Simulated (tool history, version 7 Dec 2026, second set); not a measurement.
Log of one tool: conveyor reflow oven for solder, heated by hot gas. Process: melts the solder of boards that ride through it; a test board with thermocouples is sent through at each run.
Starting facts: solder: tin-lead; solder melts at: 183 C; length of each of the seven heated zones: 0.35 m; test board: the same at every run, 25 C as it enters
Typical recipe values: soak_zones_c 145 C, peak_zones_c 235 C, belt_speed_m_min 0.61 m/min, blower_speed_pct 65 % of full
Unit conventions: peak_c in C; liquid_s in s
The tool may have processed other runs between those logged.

{"run": 1, "day": 0.0, "soak_zones_c": 145, "peak_zones_c": 235, "belt_speed_m_min": 0.61, "blower_speed_pct": 65, "peak_c": 222.6, "liquid_s": 57.3}
{"run": 2, "day": 0.288, "soak_zones_c": 145, "peak_zones_c": 235, "belt_speed_m_min": 0.61, "blower_speed_pct": 65, "peak_c": 222.7, "liquid_s": 58}
{"run": 3, "day": 0.712, "soak_zones_c": 145, "peak_zones_c": 235, "belt_speed_m_min": 0.61, "blower_speed_pct": 65, "peak_c": 222.6, "liquid_s": 57.6}
{"run": 4, "day": 1.117, "soak_zones_c": 145, "peak_zones_c": 235, "belt_speed_m_min": 0.61, "blower_speed_pct": 65, "peak_c": 222.6, "liquid_s": 57.8}
{"run": 5, "day": 1.55, "soak_zones_c": 141, "peak_zones_c": 235, "belt_speed_m_min": 0.61, "blower_speed_pct": 65, "peak_c": 222, "liquid_s": 56.1}
{"run": 6, "day": 2.042, "soak_zones_c": 141, "peak_zones_c": 235, "belt_speed_m_min": 0.61, "blower_speed_pct": 65, "peak_c": 222.1, "liquid_s": 56}
{"run": 7, "day": 2.467, "soak_zones_c": 145, "peak_zones_c": 235, "belt_speed_m_min": 0.581, "blower_speed_pct": 65, "peak_c": 223.8, "liquid_s": 61.2}
{"run": 8, "day": 2.958, "soak_zones_c": 145, "peak_zones_c": 235, "belt_speed_m_min": 0.581, "blower_speed_pct": 65, "peak_c": 224.1, "liquid_s": 62.5}
{"run": 9, "day": 3.338, "soak_zones_c": 145, "peak_zones_c": 235, "belt_speed_m_min": 0.61, "blower_speed_pct": 82, "peak_c": 224.5, "liquid_s": 59.6}
{"run": 10, "day": 3.654, "soak_zones_c": 145, "peak_zones_c": 235, "belt_speed_m_min": 0.61, "blower_speed_pct": 82, "peak_c": 224.8, "liquid_s": 59.2}
{"run": 11, "day": 4.142, "soak_zones_c": 145, "peak_zones_c": 235, "belt_speed_m_min": 0.61, "blower_speed_pct": 82, "peak_c": 224.6, "liquid_s": 59.2}
{"run": 12, "day": 4.55, "soak_zones_c": 145, "peak_zones_c": 235, "belt_speed_m_min": 0.697, "blower_speed_pct": 62, "peak_c": 218.7, "liquid_s": 47.7}
{"run": 13, "day": 4.954, "soak_zones_c": 149, "peak_zones_c": 244, "belt_speed_m_min": 0.61, "blower_speed_pct": 78, "peak_c": 233, "liquid_s": 64.6}
{"run": 14, "day": 5.171, "soak_zones_c": 153, "peak_zones_c": 236, "belt_speed_m_min": 0.585, "blower_speed_pct": 67, "peak_c": 226, "liquid_s": 65.3}
{"run": 15, "day": 5.571, "soak_zones_c": 143, "peak_zones_c": 223, "belt_speed_m_min": 0.501, "blower_speed_pct": 53, "peak_c": 214.6, "liquid_s": 65.6}
{"run": 16, "day": 6.008, "soak_zones_c": 145, "peak_zones_c": 244, "belt_speed_m_min": 0.61, "blower_speed_pct": 87, "peak_c": 233.4, "liquid_s": 62.8}
{"run": 17, "day": 6.296, "soak_zones_c": 135, "peak_zones_c": 241, "belt_speed_m_min": 0.612, "blower_speed_pct": 68, "peak_c": 227.2, "liquid_s": 56.4}
{"run": 18, "day": 6.712, "soak_zones_c": 135, "peak_zones_c": 241, "belt_speed_m_min": 0.612, "blower_speed_pct": 56, "peak_c": 225.1, "liquid_s": 55.6}
{"run": 19, "day": 6.917, "soak_zones_c": 147, "peak_zones_c": 235, "belt_speed_m_min": 0.61, "blower_speed_pct": 65, "peak_c": 223.1, "liquid_s": 58.4}
{"run": 20, "day": 7.3, "soak_zones_c": 135, "peak_zones_c": 233, "belt_speed_m_min": 0.61, "blower_speed_pct": 62, "peak_c": 219.2, "liquid_s": 52.4}
{"run": 21, "day": 7.562, "soak_zones_c": 145, "peak_zones_c": 243, "belt_speed_m_min": 0.577, "blower_speed_pct": 65, "peak_c": 231.4, "liquid_s": 65.6}
{"run": 22, "day": 7.925, "soak_zones_c": 145, "peak_zones_c": 243, "belt_speed_m_min": 0.577, "blower_speed_pct": 65, "peak_c": 231.5, "liquid_s": 66}

Below are 5 alternative next runs, each starting from the tool's condition after run 22. Predict each:
{"run": "A", "day": 8.175, "soak_zones_c": 148, "peak_zones_c": 243, "belt_speed_m_min": 0.654, "blower_speed_pct": 82, "peak_c": "?", "liquid_s": "?"}
{"run": "B", "day": 8.175, "soak_zones_c": 145, "peak_zones_c": 230, "belt_speed_m_min": 0.63, "blower_speed_pct": 69, "peak_c": "?", "liquid_s": "?"}
{"run": "C", "day": 8.175, "soak_zones_c": 137, "peak_zones_c": 247, "belt_speed_m_min": 0.64, "blower_speed_pct": 65, "peak_c": "?", "liquid_s": "?"}
{"run": "D", "day": 8.175, "soak_zones_c": 145, "peak_zones_c": 247, "belt_speed_m_min": 0.714, "blower_speed_pct": 62, "peak_c": "?", "liquid_s": "?"}
{"run": "E", "day": 8.175, "soak_zones_c": 131, "peak_zones_c": 243, "belt_speed_m_min": 0.708, "blower_speed_pct": 67, "peak_c": "?", "liquid_s": "?"}

run=A peak_c=230.8 liquid_s=58.3
run=B peak_c=217.8 liquid_s=53.5
run=C peak_c=231.2 liquid_s=56.3
run=D peak_c=228.1 liquid_s=51.6
run=E peak_c=223.4 liquid_s=45.7
Without the tool's unlogged condition, the same runs would have read:
run=A peak_c=230.9 liquid_s=58.3
run=B peak_c=217.9 liquid_s=53.6
run=C peak_c=231.3 liquid_s=56.3
run=D peak_c=228.2 liquid_s=51.6
run=E peak_c=223.5 liquid_s=45.7

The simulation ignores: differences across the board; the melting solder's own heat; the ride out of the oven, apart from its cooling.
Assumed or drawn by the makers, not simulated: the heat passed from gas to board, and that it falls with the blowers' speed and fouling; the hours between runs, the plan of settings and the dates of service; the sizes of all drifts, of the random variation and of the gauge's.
